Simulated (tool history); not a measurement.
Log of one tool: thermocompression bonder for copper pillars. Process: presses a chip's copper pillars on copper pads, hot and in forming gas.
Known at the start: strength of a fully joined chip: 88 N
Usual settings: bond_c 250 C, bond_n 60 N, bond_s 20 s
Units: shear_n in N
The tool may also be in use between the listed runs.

run,hour,bond_c,bond_n,bond_s,shear_n
1,0,250,60,20,53.7
2,12.8,250,60,20,52.8
3,26.9,250,60,15,48.4
4,42.3,250,60,15,48.6
5,55.9,250,60,15,48.5
6,66.8,250,60,15,48.6
7,82.1,250,60,15,48.7
8,99.2,250,60,20,52.9
9,115,250,60,20,53.3
10,123.5,250,60,20,53.1
11,137,250,40,20,35.8
12,151,250,40,20,36.1
13,168.5,250,40,17,33.5
14,183.3,237,40,17,26.5
15,200.9,263,40,17,41.8
# hour 204: force cell calibrated
16,213.2,250,60,20,53
17,221.9,250,60,20,53.2
# hour 236.8: force cell calibrated, once more
18,236.8,225,60,20,34.3
19,251.4,225,60,20,34.4
20,261.3,225,60,20,34.2

Run 21 comes next. What will it give?
21,270.8,271,60,20,?

{"run 21": {"shear_n": 65.6}}
Without the tool's hidden state the same run would have given shear_n 65.2 N.
